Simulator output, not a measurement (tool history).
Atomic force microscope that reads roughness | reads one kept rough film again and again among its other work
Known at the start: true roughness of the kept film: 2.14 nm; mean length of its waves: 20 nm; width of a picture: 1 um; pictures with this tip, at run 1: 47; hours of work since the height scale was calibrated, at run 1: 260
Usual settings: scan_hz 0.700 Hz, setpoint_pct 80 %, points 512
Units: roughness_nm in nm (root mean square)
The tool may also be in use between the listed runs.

run   hour  scan_hz  setpoint_pct  points  pictures with this tip  hours of work since the height scale was calibrated  roughness_nm
  1    0.0    0.700            80     512                      47                                                  260         1.852
  2    6.3    0.700            80     512                      55                                                  264         1.839
  3   16.8    0.700            80     317                      69                                                  270         1.802
  4   22.1    0.700            80     317                      77                                                  274         1.797
  5   32.4    0.700            80     317                      91                                                  281         1.787
  6   39.2    0.700            80     317                     100                                                  285         1.791
  7   47.3    0.700            80     317                     111                                                  290         1.778
  8   56.0    0.700            80     317                     123                                                  296         1.787
  9   62.9    0.700            65     512                     132                                                  300         1.823
 10   68.2    0.700            65     512                     140                                                  304         1.818
 11   76.1    0.700            65     512                     150                                                  309         1.820
 12   83.5    0.700            65     512                     160                                                  314         1.786
 13   91.6    2.233            74     626                     171                                                  319         1.726
 14  101.9    3.327            57     512                     185                                                  325         1.767
 15  110.4    1.674            63     769                     197                                                  331         1.777
 16  118.2    1.812            55     512                     208                                                  336         1.789
 17  127.9    1.812            55     512                     221                                                  342         1.768
 18  134.7    2.993            55     932                     230                                                  347         1.757

Forecast run 19:
 19  141.3    2.987            63     784                     239                                                  351             ?

{"run 19": {"roughness_nm": 1.731}}
Without the tool's hidden state the same run would have given roughness_nm 1.862 nm (root mean square).
